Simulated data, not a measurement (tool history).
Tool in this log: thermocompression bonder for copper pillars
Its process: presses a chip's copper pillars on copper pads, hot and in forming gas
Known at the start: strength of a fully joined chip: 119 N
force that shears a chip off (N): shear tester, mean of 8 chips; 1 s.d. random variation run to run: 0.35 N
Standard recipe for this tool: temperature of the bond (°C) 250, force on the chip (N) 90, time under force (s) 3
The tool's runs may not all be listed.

run,hour,temperature of the bond (°C),force on the chip (N),time under force (s),force that shears a chip off (N)
1,0.0,250,90,3,79.5
2,95.4,250,55,3,60.9
3,158.2,250,55,3,60.8
4,222.4,250,55,3,60.9
5,263.4,250,90,9,101.3
6,327.9,250,90,9,100.0
7,388.7,250,90,9,100.1
8,482.8,250,90,9,100.6
9,582.1,250,90,5,90.0
10,635.2,250,90,5,89.1
11,710.9,250,63,3,64.7
12,796.7,250,90,5,88.7
13,867.5,250,90,5,88.9
14,938.9,250,90,5,88.5
15,1037.6,250,90,5,88.8
16,1082.4,250,90,5,90.7
17,1128.8,250,90,2,71.0
18,1193.3,250,90,8,99.2
19,1292.8,239,90,8,91.7
20,1371.2,250,93,3,79.7
21,1459.7,223,66,2,41.0
22,1512.4,273,66,8,102.0
23,1598.6,252,66,5,79.4
24,1654.8,230,96,9,89.1
25,1700.9,230,96,9,89.0
26,1783.1,230,96,9,88.6
27,1867.9,260,58,2,60.3
28,1947.6,232,97,5,78.1
29,2012.1,232,97,5,78.4
30,2074.3,246,90,3,75.5
31,2169.4,238,127,2,72.6
32,2264.5,250,90,2,68.4
33,2318.5,237,102,3,72.6
34,2399.5,237,126,3,79.8
35,2489.9,250,90,7,93.2
36,2581.8,277,66,3,83.1
37,2659.2,250,79,3,72.1
38,2721.3,259,68,3,75.9

Not shown here: 12 entries made in the log between runs. Locate each between two listed runs and compare the hidden state at the listed run before it with the hidden state at the listed run after it:
Runs 1 to 2: forming gas filter changed (hour 83.2)
  oxide that the forming gas leaves, % of the face: 0.75 -> 0.51; drift of the gauge itself on shear_n, %: 0 -> -0.23
  measured less the result without the state, force that shears a chip off (N): -0.1 -> +0.0
Runs 8 to 9: forming gas filter changed (hour 553.2); heater calibrated with a thermocouple chip (hour 578.7)
  true temperature of the bond over the reading, C: 0.2 -> 0; oxide that the forming gas leaves, % of the face: 0.78 -> 0.53; drift of the gauge itself on shear_n, %: -1.16 -> -1.39
  measured less the result without the state, force that shears a chip off (N): -1.3 -> -1.2
Runs 14 to 15: forming gas filter changed (hour 1028.7)
  oxide that the forming gas leaves, % of the face: 0.76 -> 0.51; drift of the gauge itself on shear_n, %: -2.24 -> -2.48
  measured less the result without the state, force that shears a chip off (N): -2.1 -> -2.0
Runs 15 to 16: gauge calibrated (hour 1045.8)
  true temperature of the bond over the reading, C: 0.1 -> 0.2; oxide that the forming gas leaves, % of the face: 0.51 -> 0.54; drift of the gauge itself on shear_n, %: -2.48 -> -0.09
  measured less the result without the state, force that shears a chip off (N): -2.0 -> +0.1
Runs 19 to 20: heater calibrated with a thermocouple chip (hour 1340.7); force cell calibrated (hour 1369.0)
  true temperature of the bond over the reading, C: 0.2 -> 0; force that reaches the chip, % of what is set: 100.3 -> 100; oxide that the forming gas leaves, % of the face: 0.68 -> 0.72; drift of the gauge itself on shear_n, %: -0.59 -> -0.77
  measured less the result without the state, force that shears a chip off (N): -0.4 -> -0.8
Runs 21 to 22: forming gas filter changed (hour 1501.2)
  oxide that the forming gas leaves, % of the face: 0.78 -> 0.52; drift of the gauge itself on shear_n, %: -0.98 -> -1.11
  measured less the result without the state, force that shears a chip off (N): -0.5 -> -1.1
Runs 28 to 29: forming gas filter changed (hour 1971.4)
  oxide that the forming gas leaves, % of the face: 0.82 -> 0.53; drift of the gauge itself on shear_n, %: -2.15 -> -2.3
  measured less the result without the state, force that shears a chip off (N): -1.8 -> -1.7
Runs 30 to 31: heater calibrated with a thermocouple chip (hour 2102.0)
  true temperature of the bond over the reading, C: 0.2 -> 0; oxide that the forming gas leaves, % of the face: 0.58 -> 0.64; drift of the gauge itself on shear_n, %: -2.45 -> -2.68
  measured less the result without the state, force that shears a chip off (N): -1.8 -> -2.1
Runs 34 to 35: forming gas filter changed (hour 2446.0)
  force that reaches the chip, % of what is set: 100.1 -> 100.2; oxide that the forming gas leaves, % of the face: 0.81 -> 0.53; drift of the gauge itself on shear_n, %: -3.23 -> -3.44
  measured less the result without the state, force that shears a chip off (N): -2.8 -> -3.2
Runs 37 to 38: gauge calibrated (hour 2671.0)
  oxide that the forming gas leaves, % of the face: 0.65 -> 0.69; drift of the gauge itself on shear_n, %: -3.85 -> -0.12
  measured less the result without the state, force that shears a chip off (N): -2.8 -> -0.1
